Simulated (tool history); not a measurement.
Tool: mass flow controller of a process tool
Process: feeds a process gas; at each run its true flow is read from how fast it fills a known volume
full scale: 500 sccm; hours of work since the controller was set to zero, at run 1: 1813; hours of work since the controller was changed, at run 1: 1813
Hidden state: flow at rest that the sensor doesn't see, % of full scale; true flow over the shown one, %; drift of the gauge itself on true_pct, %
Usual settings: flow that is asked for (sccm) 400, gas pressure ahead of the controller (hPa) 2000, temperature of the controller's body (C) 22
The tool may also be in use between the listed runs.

run      day  flow that is asked for (sccm)  gas pressure ahead of the controller (hPa)  temperature of the controller's body (C)  hours of work since the controller was set to zero  hours of work since the controller was changed  true flow (%)
  1        0                            400                                        2000                                        22                                                1813                                            1813          99.78
  2    5.192                            400                                        2000                                        22                                                1911                                            1911          99.89
  3   10.196                            400                                        2000                                        22                                                2004                                            2004         100.11
  4   14.067                            400                                        2000                                        37                                                2077                                            2077          99.29
  5    18.65                            400                                        2160                                        22                                                2163                                            2163         100.25
  6   24.958                            400                                        2160                                        22                                                2281                                            2281          100.2
  7   29.583                            400                                        2160                                        20                                                2368                                            2368         100.34
  8   32.742                            400                                        2000                                        22                                                2427                                            2427         100.25
  9   35.875                            400                                        2000                                        22                                                2486                                            2486         100.29
 10   38.829                            400                                        2000                                        22                                                2542                                            2542         100.17
 11   41.833                            400                                        1470                                        22                                                2598                                            2598         100.21
 12   44.938                            400                                        2000                                        25                                                2656                                            2656         100.19
 13   47.892                            294                                        2000                                        22                                                2712                                            2712         100.04
 14   53.117                            103                                        2000                                        22                                                2810                                            2810           99.8
 15   58.462                             87                                        2010                                        32                                                2910                                            2910          99.38
 16   61.596                             87                                        2010                                        32                                                2969                                            2969          99.28
 17   65.225                            198                                        1830                                        39                                                3037                                            3037          99.15
 18     71.4                            262                                        1830                                        39                                                3153                                            3153          99.13
 19     75.3                            146                                        1990                                        39                                                3226                                            3226          99.25
 20   81.021                            400                                        2000                                        35                                                3333                                            3333           99.9
 21   85.142                            400                                        2000                                        35                                                3411                                            3411         100.05
 22   90.408                            400                                        2000                                        35                                                3509                                            3509          99.84
 23   96.183                            286                                        2000                                        25                                                3618                                            3618         100.35
 24  100.154                             65                                        2000                                        22                                                3692                                            3692          100.1

Measured less the same run without the tool's hidden state. The same run-to-run variation is in both; the gauge's scatter may not be:
run  true flow (%)
  1             +0
  2          +0.04
  3          +0.08
  4          +0.11
  5          +0.14
  6          +0.18
  7          +0.22
  8          +0.24
  9          +0.25
 10          +0.27
 11           +0.3
 12          +0.32
 13          +0.33
 14          +0.37
 15          +0.39
 16          +0.41
 17          +0.45
 18          +0.49
 19          +0.52
 20          +0.56
 21           +0.6
 22          +0.64
 23          +0.68
 24          +0.68

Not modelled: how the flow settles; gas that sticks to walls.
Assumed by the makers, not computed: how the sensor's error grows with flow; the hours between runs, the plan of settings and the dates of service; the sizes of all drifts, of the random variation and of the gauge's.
